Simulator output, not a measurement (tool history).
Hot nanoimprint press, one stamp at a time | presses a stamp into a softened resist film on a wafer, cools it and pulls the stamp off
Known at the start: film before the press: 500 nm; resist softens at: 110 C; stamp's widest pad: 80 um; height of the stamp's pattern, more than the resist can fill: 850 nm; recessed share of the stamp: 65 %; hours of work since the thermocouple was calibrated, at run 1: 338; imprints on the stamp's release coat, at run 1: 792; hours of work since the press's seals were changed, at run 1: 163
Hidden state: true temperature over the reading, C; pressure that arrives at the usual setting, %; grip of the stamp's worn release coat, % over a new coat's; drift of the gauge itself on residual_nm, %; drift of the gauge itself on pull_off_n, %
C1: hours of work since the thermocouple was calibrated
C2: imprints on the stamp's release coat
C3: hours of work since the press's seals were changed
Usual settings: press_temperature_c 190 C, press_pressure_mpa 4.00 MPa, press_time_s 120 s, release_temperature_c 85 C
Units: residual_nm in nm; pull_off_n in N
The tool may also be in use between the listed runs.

Run 1, day 0.000: usual settings; C1 338; C2 792; C3 163. Result: residual_nm 173.4 nm, pull_off_n 258 N.
Run 2, day 0.421: usual settings; C1 344; C2 822; C3 169. Result: residual_nm 172.3 nm, pull_off_n 262 N.
Run 3, day 0.667: usual settings but release_temperature_c 71 C; C1 348; C2 839; C3 173. Result: residual_nm 172.6 nm, pull_off_n 331 N.
Run 4, day 1.217: usual settings but release_temperature_c 71 C; C1 356; C2 879; C3 181. Result: residual_nm 173.1 nm, pull_off_n 327 N.
Run 5, day 1.488: usual settings but release_temperature_c 71 C; C1 361; C2 898; C3 186. Result: residual_nm 171.9 nm, pull_off_n 336 N.
Run 6, day 1.729: usual settings but release_temperature_c 71 C; C1 364; C2 915; C3 189. Result: residual_nm 172.3 nm, pull_off_n 334 N.
Run 7, day 1.962: usual settings but release_temperature_c 71 C; C1 368; C2 932; C3 193. Result: residual_nm 172.6 nm, pull_off_n 338 N.
Run 8, day 2.488: usual settings but release_temperature_c 71 C; C1 376; C2 969; C3 201. Result: residual_nm 172.2 nm, pull_off_n 335 N.
Run 9, day 2.879: usual settings; C1 382; C2 997; C3 207. Result: residual_nm 171.7 nm, pull_off_n 278 N.
Run 10, day 3.333: usual settings; C1 389; C2 1030; C3 214. Result: residual_nm 171.8 nm, pull_off_n 279 N.
Run 11, day 3.879: usual settings but press_pressure_mpa 3.11 MPa; C1 397; C2 1069; C3 222. Result: residual_nm 191.3 nm, pull_off_n 270 N.
Run 12, day 4.204: usual settings but press_time_s 143 s; C1 402; C2 1092; C3 227. Result: residual_nm 158.8 nm, pull_off_n 278 N.
At day 4.375: plate thermocouple calibrated.
Run 13, day 4.767: usual settings but press_pressure_mpa 2.45 MPa, press_time_s 143 s; C1 6; C2 1123; C3 234. Result: residual_nm 197.0 nm, pull_off_n 284 N.
Run 14, day 5.217: usual settings but press_pressure_mpa 2.45 MPa, press_time_s 143 s; C1 13; C2 1155; C3 241. Result: residual_nm 196.3 nm, pull_off_n 280 N.
Run 15, day 5.688: usual settings but press_time_s 162 s; C1 20; C2 1189; C3 248. Result: residual_nm 149.5 nm, pull_off_n 284 N.
Run 16, day 5.942: usual settings but press_pressure_mpa 4.90 MPa; C1 24; C2 1207; C3 252. Result: residual_nm 155.1 nm, pull_off_n 285 N.
Run 17, day 6.175: usual settings but press_pressure_mpa 4.90 MPa; C1 28; C2 1224; C3 256. Result: residual_nm 155.1 nm, pull_off_n 296 N.
Run 18, day 6.517: usual settings but press_temperature_c 192 C, press_pressure_mpa 3.29 MPa; C1 33; C2 1248; C3 261. Result: residual_nm 174.0 nm, pull_off_n 288 N.
At day 6.846: stamp cleaned and given a new release coat.
Run 19, day 7.171: usual settings but press_temperature_c 186 C, press_pressure_mpa 6.18 MPa, press_time_s 167 s, release_temperature_c 84 C; C1 39; C2 23; C3 267. Result: residual_nm 138.4 nm, pull_off_n 213 N.
At day 7.729: plate thermocouple calibrated, once more.
Run 20, day 7.750: usual settings but press_temperature_c 186 C, press_pressure_mpa 6.18 MPa, press_time_s 167 s, release_temperature_c 84 C; C1 0; C2 55; C3 274. Result: residual_nm 149.2 nm, pull_off_n 213 N.
Run 21, day 8.271: usual settings but press_temperature_c 197 C, press_pressure_mpa 4.10 MPa, release_temperature_c 79 C; C1 8; C2 93; C3 282. Result: residual_nm 141.4 nm, pull_off_n 241 N.
Run 22, day 8.646: usual settings but press_pressure_mpa 2.57 MPa, release_temperature_c 80 C; C1 14; C2 119; C3 288. Result: residual_nm 219.0 nm, pull_off_n 235 N.
Run 23, day 9.125: usual settings but press_pressure_mpa 2.57 MPa, release_temperature_c 80 C; C1 21; C2 154; C3 295. Result: residual_nm 217.9 nm, pull_off_n 241 N.
Run 24, day 9.546: usual settings but press_pressure_mpa 2.57 MPa, release_temperature_c 80 C; C1 28; C2 184; C3 302. Result: residual_nm 218.8 nm, pull_off_n 230 N.
Run 25, day 10.046: usual settings but press_pressure_mpa 3.03 MPa, press_time_s 117 s; C1 36; C2 219; C3 310. Result: residual_nm 206.3 nm, pull_off_n 220 N.
Run 26, day 10.446: usual settings but press_pressure_mpa 3.28 MPa, press_time_s 117 s, release_temperature_c 71 C; C1 42; C2 248; C3 316. Result: residual_nm 199.1 nm, pull_off_n 289 N.
Run 27, day 10.888: usual settings but press_temperature_c 188 C, press_pressure_mpa 4.74 MPa, press_time_s 118 s, release_temperature_c 80 C; C1 49; C2 279; C3 322. Result: residual_nm 179.9 nm, pull_off_n 257 N.
Run 28, day 11.246: usual settings but press_temperature_c 179 C, press_pressure_mpa 5.04 MPa, press_time_s 82 s, release_temperature_c 72 C; C1 54; C2 305; C3 328. Result: residual_nm 274.1 nm, pull_off_n 283 N.
Run 29, day 11.679: usual settings but press_temperature_c 179 C, press_pressure_mpa 5.04 MPa, press_time_s 69 s, release_temperature_c 72 C; C1 61; C2 336; C3 335. Result: residual_nm 291.0 nm, pull_off_n 278 N.
Run 30, day 12.250: usual settings but press_temperature_c 180 C, press_pressure_mpa 3.56 MPa; C1 69; C2 376; C3 343. Result: residual_nm 264.5 nm, pull_off_n 233 N.
Run 31, day 12.688: usual settings but press_temperature_c 180 C, press_pressure_mpa 3.56 MPa; C1 76; C2 408; C3 350. Result: residual_nm 263.6 nm, pull_off_n 233 N.

Measured less the same run without the tool's hidden state. The same run-to-run variation is in both; the gauge's scatter may not be:
run  residual_nm  pull_off_n
  1         -6.8         +52
  2         -6.8         +54
  3         -6.9         +71
  4         -7.1         +72
  5         -7.1         +76
  6         -7.2         +77
  7         -7.3         +79
  8         -7.4         +81
  9         -7.5         +68
 10         -7.6         +71
 11         -8.9         +69
 12         -7.4         +73
 13        -10.8         +75
 14        -11.0         +75
 15         -8.3         +78
 16         -8.1         +81
 17         -8.1         +84
 18         -9.6         +83
 19         -7.5          -7
 20         +2.7          +3
 21         +1.5          +7
 22         +0.7          +9
 23         +0.6         +12
 24         +0.4         +13
 25         +0.5         +14
 26         +0.6         +22
 27         +1.4         +22
 28         +1.6         +26
 29         +1.4         +28
 30         -0.1         +26
 31         -0.4         +28

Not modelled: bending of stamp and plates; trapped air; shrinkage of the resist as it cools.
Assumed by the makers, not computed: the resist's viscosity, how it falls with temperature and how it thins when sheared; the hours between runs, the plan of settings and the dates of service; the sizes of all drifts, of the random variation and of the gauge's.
